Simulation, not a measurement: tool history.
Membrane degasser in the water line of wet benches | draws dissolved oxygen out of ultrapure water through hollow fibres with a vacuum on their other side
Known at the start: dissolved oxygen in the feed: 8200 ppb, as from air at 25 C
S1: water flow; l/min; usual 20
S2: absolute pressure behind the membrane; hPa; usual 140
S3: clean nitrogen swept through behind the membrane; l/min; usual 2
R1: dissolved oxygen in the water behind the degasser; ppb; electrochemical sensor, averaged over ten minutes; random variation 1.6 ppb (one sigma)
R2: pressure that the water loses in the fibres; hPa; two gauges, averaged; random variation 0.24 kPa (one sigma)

Run 1, hour 0: usual settings. Result: R1 261.2 ppb, R2 650.1 hPa.
Run 2, hour 141.5: usual settings. Result: R1 264.3 ppb, R2 650.1 hPa.
Run 3, hour 259.1: usual settings but S1 13 l/min. Result: R1 181.2 ppb, R2 419.6 hPa.
Run 4, hour 374.8: usual settings but S1 13 l/min. Result: R1 178 ppb, R2 424.5 hPa.
Run 5, hour 434.4: usual settings but S1 13 l/min. Result: R1 179.4 ppb, R2 424.8 hPa.
Run 6, hour 534: usual settings but S1 13 l/min. Result: R1 178.5 ppb, R2 424.5 hPa.
Run 7, hour 612.5: usual settings. Result: R1 264.9 ppb, R2 654.6 hPa.
Run 8, hour 742.8: usual settings. Result: R1 263.5 ppb, R2 650.2 hPa.
Run 9, hour 847.8: usual settings. Result: R1 269 ppb, R2 655.8 hPa.
Run 10, hour 940.2: usual settings but S3 2.92 l/min. Result: R1 190.6 ppb, R2 654.1 hPa.
Run 11, hour 1044.6: usual settings but S3 2.92 l/min. Result: R1 190.3 ppb, R2 656.4 hPa.
Run 12, hour 1142: usual settings but S3 2.92 l/min. Result: R1 189.3 ppb, R2 649.6 hPa.
Run 13, hour 1207.7: usual settings but S1 25 l/min. Result: R1 324.2 ppb, R2 816.4 hPa.
Run 14, hour 1292.9: usual settings but S1 25 l/min. Result: R1 327.4 ppb, R2 819.8 hPa.
Run 15, hour 1375.3: usual settings but S1 25 l/min. Result: R1 327.7 ppb, R2 817.9 hPa.
Run 16, hour 1441.8: usual settings but S1 12 l/min. Result: R1 168 ppb, R2 394.5 hPa.
Run 17, hour 1501.9: usual settings but S2 282 hPa. Result: R1 582.3 ppb, R2 656.1 hPa.
Run 18, hour 1625.6: usual settings but S1 13 l/min, S2 113 hPa, S3 1.2 l/min. Result: R1 219.2 ppb, R2 426.7 hPa.
Run 19, hour 1744.9: usual settings but S1 22 l/min, S2 93 hPa. Result: R1 172.6 ppb, R2 720.8 hPa.
Run 20, hour 1861: usual settings but S1 22 l/min, S2 93 hPa. Result: R1 173.9 ppb, R2 723.8 hPa.
At hour 1951.9: vacuum gauge calibrated.
Run 21, hour 1952.3: usual settings but S1 12 l/min, S2 93 hPa, S3 0.89 l/min. Result: R1 197.6 ppb, R2 396.1 hPa.
Run 22, hour 2098: usual settings but S2 208 hPa, S3 4.59 l/min. Result: R1 195.9 ppb, R2 658.5 hPa.
Run 23, hour 2222.9: usual settings but S2 208 hPa, S3 4.59 l/min. Result: R1 199.8 ppb, R2 660.4 hPa.
Run 24, hour 2366.6: usual settings but S2 208 hPa, S3 4.59 l/min. Result: R1 198.2 ppb, R2 654.6 hPa.
Run 25, hour 2496.8: usual settings but S2 208 hPa, S3 2.03 l/min. Result: R1 413.6 ppb, R2 659.7 hPa.
Run 26, hour 2628.5: usual settings but S2 249 hPa, S3 1.3 l/min. Result: R1 730.1 ppb, R2 660.2 hPa.
Run 27, hour 2743.7: usual settings but S2 249 hPa, S3 1.3 l/min. Result: R1 730.8 ppb, R2 661.5 hPa.
Run 28, hour 2825.3: usual settings but S1 12 l/min, S2 102 hPa, S3 0.96 l/min. Result: R1 210.7 ppb, R2 394.4 hPa.
Run 29, hour 2896.5: usual settings but S2 100 hPa, S3 1.6 l/min. Result: R1 206.9 ppb, R2 661.8 hPa.
Run 30, hour 2970: usual settings but S1 12 l/min, S2 100 hPa, S3 1.6 l/min. Result: R1 129.2 ppb, R2 397.5 hPa.
Run 31, hour 3054.7: usual settings but S2 137 hPa, S3 4.33 l/min. Result: R1 129.7 ppb, R2 661.6 hPa.
Run 32, hour 3161.4: usual settings but S1 14 l/min, S2 91 hPa, S3 1.69 l/min. Result: R1 124.1 ppb, R2 461.8 hPa.
Run 33, hour 3253.1: usual settings but S1 14 l/min, S2 162 hPa, S3 1.47 l/min. Result: R1 300 ppb, R2 462.5 hPa.

3 ways to go on from here, each from the tool as it stands after run 33. What would each give?
Run A, hour 3345.3: usual settings but S2 203 hPa. Result: R1 ?, R2 ?.
Run B, hour 3345.3: usual settings but S1 14 l/min, S2 110 hPa, S3 1.47 l/min. Result: R1 ?, R2 ?.
Run C, hour 3345.3: usual settings but S3 1.44 l/min. Result: R1 ?, R2 ?.

run     R1     R2
  A  411.1  662.2
  B  183.5    463
  C  354.3  663.1
Without the tool's hidden state the same runs would have given:
run     R1     R2
  A  394.1  643.4
  B  173.1  449.9
  C  341.5  644.4
